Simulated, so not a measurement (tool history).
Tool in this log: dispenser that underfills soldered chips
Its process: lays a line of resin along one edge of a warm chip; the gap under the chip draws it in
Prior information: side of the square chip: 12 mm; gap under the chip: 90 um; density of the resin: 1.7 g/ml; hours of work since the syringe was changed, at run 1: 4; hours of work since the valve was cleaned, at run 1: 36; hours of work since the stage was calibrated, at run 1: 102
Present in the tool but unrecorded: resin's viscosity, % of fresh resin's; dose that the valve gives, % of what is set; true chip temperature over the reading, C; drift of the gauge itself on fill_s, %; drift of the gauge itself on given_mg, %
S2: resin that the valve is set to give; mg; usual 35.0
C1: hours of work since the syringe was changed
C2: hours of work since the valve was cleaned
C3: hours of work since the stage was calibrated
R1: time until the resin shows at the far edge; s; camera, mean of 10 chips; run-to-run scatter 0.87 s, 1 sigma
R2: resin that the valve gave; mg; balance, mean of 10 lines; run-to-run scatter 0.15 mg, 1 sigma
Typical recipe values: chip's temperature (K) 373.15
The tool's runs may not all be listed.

{"run": 1, "hour": 0.0, "chip's temperature (K)": 373.15, "S2": 35.0, "C1": 4, "C2": 36, "C3": 102, "R1": 102.5, "R2": 34.11}
{"hour": 5.4, "done": "new syringe of resin"}
{"run": 2, "hour": 14.6, "chip's temperature (K)": 373.15, "S2": 35.0, "C1": 6, "C2": 45, "C3": 112, "R1": 117.8, "R2": 33.66}
{"hour": 17.3, "done": "new syringe of resin"}
{"run": 3, "hour": 27.3, "chip's temperature (K)": 372.15, "S2": 35.0, "C1": 7, "C2": 54, "C3": 120, "R1": 128.6, "R2": 33.53}
{"hour": 29.2, "done": "new syringe of resin"}
{"run": 4, "hour": 39.5, "chip's temperature (K)": 373.15, "S2": 31.7, "C1": 7, "C2": 62, "C3": 128, "R1": 127.3, "R2": 30.23}
{"hour": 41.3, "done": "new syringe of resin"}
{"run": 5, "hour": 48.3, "chip's temperature (K)": 373.15, "S2": 31.7, "C1": 5, "C2": 68, "C3": 134, "R1": 112.4, "R2": 30.22}
{"hour": 53.4, "done": "new syringe of resin"}
{"run": 6, "hour": 61.5, "chip's temperature (K)": 373.15, "S2": 31.7, "C1": 6, "C2": 77, "C3": 143, "R1": 116.1, "R2": 29.81}
{"hour": 65.4, "done": "new syringe of resin"}
{"run": 7, "hour": 75.2, "chip's temperature (K)": 373.15, "S2": 31.7, "C1": 7, "C2": 87, "C3": 153, "R1": 124.3, "R2": 29.55}
{"hour": 77.9, "done": "new syringe of resin"}
{"run": 8, "hour": 81.6, "chip's temperature (K)": 373.15, "S2": 30.3, "C1": 3, "C2": 91, "C3": 157, "R1": 97.2, "R2": 28.08}
{"hour": 89.6, "done": "new syringe of resin"}
{"run": 9, "hour": 90.4, "chip's temperature (K)": 373.15, "S2": 30.3, "C1": 1, "C2": 97, "C3": 163, "R1": 87.4, "R2": 28.27}
{"run": 10, "hour": 100.9, "chip's temperature (K)": 372.15, "S2": 34.6, "C1": 8, "C2": 104, "C3": 170, "R1": 135.5, "R2": 31.71}
{"hour": 101.8, "done": "new syringe of resin"}
{"run": 11, "hour": 112.7, "chip's temperature (K)": 364.15, "S2": 44.6, "C1": 8, "C2": 112, "C3": 178, "R1": 173.6, "R2": 41.04}

Here are 4 independent what-if runs from the current tool condition. What would each one return?
{"hour": 113.6, "done": "new syringe of resin"}
{"run": "A", "hour": 124.5, "chip's temperature (K)": 370.15, "S2": 41.0, "C1": 8, "C2": 120, "C3": 186, "R1": "?", "R2": "?"}
{"hour": 113.6, "done": "new syringe of resin"}
{"run": "B", "hour": 124.5, "chip's temperature (K)": 387.15, "S2": 36.2, "C1": 8, "C2": 120, "C3": 186, "R1": "?", "R2": "?"}
{"hour": 113.6, "done": "new syringe of resin"}
{"run": "C", "hour": 124.5, "chip's temperature (K)": 386.15, "S2": 44.6, "C1": 8, "C2": 120, "C3": 186, "R1": "?", "R2": "?"}
{"hour": 113.6, "done": "new syringe of resin"}
{"run": "D", "hour": 124.5, "chip's temperature (K)": 387.15, "S2": 45.4, "C1": 8, "C2": 120, "C3": 186, "R1": "?", "R2": "?"}

run=A R1=139.4 R2=37.48
run=B R1=77.1 R2=32.68
run=C R1=75.8 R2=40.53
run=D R1=74.3 R2=41.46
Take away the tool's hidden state, keep each run's random variation, and the runs would have read:
run=A R1=89.0 R2=41.15
run=B R1=49.0 R2=35.88
run=C R1=48.5 R2=44.51
run=D R1=47.7 R2=45.52
